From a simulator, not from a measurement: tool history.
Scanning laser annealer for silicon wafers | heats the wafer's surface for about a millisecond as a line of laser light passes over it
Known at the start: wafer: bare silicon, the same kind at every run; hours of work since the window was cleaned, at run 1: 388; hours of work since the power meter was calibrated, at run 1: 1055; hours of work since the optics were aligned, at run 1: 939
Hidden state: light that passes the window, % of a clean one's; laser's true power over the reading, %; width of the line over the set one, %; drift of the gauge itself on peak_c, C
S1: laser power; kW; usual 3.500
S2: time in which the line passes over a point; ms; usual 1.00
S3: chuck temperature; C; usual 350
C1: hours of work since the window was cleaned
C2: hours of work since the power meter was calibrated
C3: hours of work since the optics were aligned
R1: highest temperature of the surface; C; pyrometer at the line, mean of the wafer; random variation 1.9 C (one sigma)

run,day,S1,S2,S3,C1,C2,C3,R1
1,0.000,3.500,1.00,350,388,1055,939,1133
2,2.150,3.500,1.00,350,421,1088,972,1126
3,5.371,3.500,1.00,350,471,1138,1022,1121
4,8.612,3.500,1.00,350,521,1188,1072,1120
5,10.746,3.500,1.00,350,554,1221,1105,1122
# day 10.983: window over the wafer cleaned
6,13.617,3.500,1.00,350,41,1264,1148,1115
7,16.008,3.179,1.00,350,78,1301,1185,1036
8,19.062,3.179,1.00,350,125,1348,1232,1032
# day 20.329: optics aligned, line set to its width
9,21.300,3.826,0.83,372,156,1380,15,1164
10,23.071,3.690,0.83,366,184,1407,42,1123
# day 24.671: window over the wafer cleaned, once more
11,25.667,3.690,0.83,366,15,1446,81,1151
12,27.592,3.690,0.75,386,45,1475,111,1128
13,30.750,3.652,0.82,350,94,1524,160,1116

4 ways to go on from here, each from the tool as it stands after run 13. What would each give?
A,32.350,3.500,1.00,320,119,1549,185,?
B,32.350,2.996,0.82,350,119,1549,185,?
C,32.350,3.652,0.78,339,119,1549,185,?
D,32.350,3.652,0.77,384,119,1549,185,?

run,R1
A,1124
B,958
C,1084
D,1125
Without the tool's hidden state the same runs would have given:
run,R1
A,1128
B,961
C,1087
D,1128

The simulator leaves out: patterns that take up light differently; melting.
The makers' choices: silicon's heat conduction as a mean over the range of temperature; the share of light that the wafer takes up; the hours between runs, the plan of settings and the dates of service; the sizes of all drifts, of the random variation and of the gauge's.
